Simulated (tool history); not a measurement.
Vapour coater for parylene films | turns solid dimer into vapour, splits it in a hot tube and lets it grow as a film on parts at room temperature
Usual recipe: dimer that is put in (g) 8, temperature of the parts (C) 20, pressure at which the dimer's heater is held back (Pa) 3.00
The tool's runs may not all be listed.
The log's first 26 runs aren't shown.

run     day  dimer that is put in (g)  temperature of the parts (C)  pressure at which the dimer's heater is held back (Pa)  thickness of the film (µm)
 27  21.100                         8                            14                                                    3.75                        4.81
 28  21.858                         4                            25                                                    5.38                        1.90
 29  22.392                        14                            19                                                    4.38                        7.55
 30  23.183                        14                            19                                                    4.38                        7.49
 31  23.829                        14                            19                                                    4.38                        7.54
 32  24.896                         5                            20                                                   10.25                        2.49
 33  25.525                         4                            20                                                   10.25                        1.98
 34  26.608                         4                            20                                                   10.25                        1.99
 35  27.621                         4                            20                                                   10.25                        1.97
 36  28.446                         8                            23                                                    7.63                        3.78
 37  29.150                         8                            23                                                    7.63                        3.75
 38  30.271                         8                            23                                                    2.33                        3.99
 39  31.142                         8                            30                                                    2.63                        3.49
 40  32.012                         8                            30                                                    2.63                        3.52
 41  32.504                         8                            30                                                   11.35                        3.12
 42  33.258                        11                            19                                                    5.29                        5.69
 43  34.079                         8                            20                                                    3.81                        4.11
 44  34.829                         8                            20                                                    3.81                        4.08
 45  35.696                         8                            23                                                    3.00                        3.94

What does the tool deliver on the next run?
 46  36.796                         8                            23                                                    3.00                           ?

Run 46 yielded thickness of the film (µm) 3.88.
Without the tool's hidden state the same run would have given thickness of the film (µm) 4.13.
